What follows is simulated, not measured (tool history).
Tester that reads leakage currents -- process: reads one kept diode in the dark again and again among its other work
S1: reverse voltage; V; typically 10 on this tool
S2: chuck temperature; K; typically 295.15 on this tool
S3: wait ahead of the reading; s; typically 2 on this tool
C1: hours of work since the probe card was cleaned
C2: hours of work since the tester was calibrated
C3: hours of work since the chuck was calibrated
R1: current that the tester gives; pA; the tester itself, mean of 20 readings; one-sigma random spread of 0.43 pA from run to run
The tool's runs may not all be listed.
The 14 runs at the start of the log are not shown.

run   hour    S1      S2    S3   C1   C2   C3      R1
 15  279.5   1.6  295.15     2  161  644  682   54.62
 16  309.6   1.6  295.15     2  175  658  696   54.77
 17  339.4   1.6  295.15     2  188  672  710   54.92
 18  370.4    10  295.15  4.92  203  686  724  151.41
 19  387.4    10  295.15  4.92  211  694  732  151.04
 20  415.7    10  304.15     2  224  707  745  315.96
 21  433.1   1.3  295.15  1.34  232  715  753   49.08
 22  462.4     5  320.15   2.3  245  728  767  741.12
 23  488.2     5  320.15   2.3  257  740  778  740.77
 24  507.3  16.2  306.15  0.89  266  749  787  489.53
 25  523.7   1.2  295.15     2  273  757  795   47.16
 26  553.2    10  300.15     2  287  770  808  231.12
 27  572.7    10  300.15     2  296  779  817   231.2
 28  602.8   8.3  300.15  0.87  310  793  831  209.39
 29  628.7   8.3  300.15  0.87  322  805  843  210.15

The next listed run, before its measurement:
 30  655.1  7.3  305.15  3.27  334  817  855   ?

{"run 30": {"R1": 291.83}}
With no hidden state in the tool, this same run would have given R1 274.92 pA.
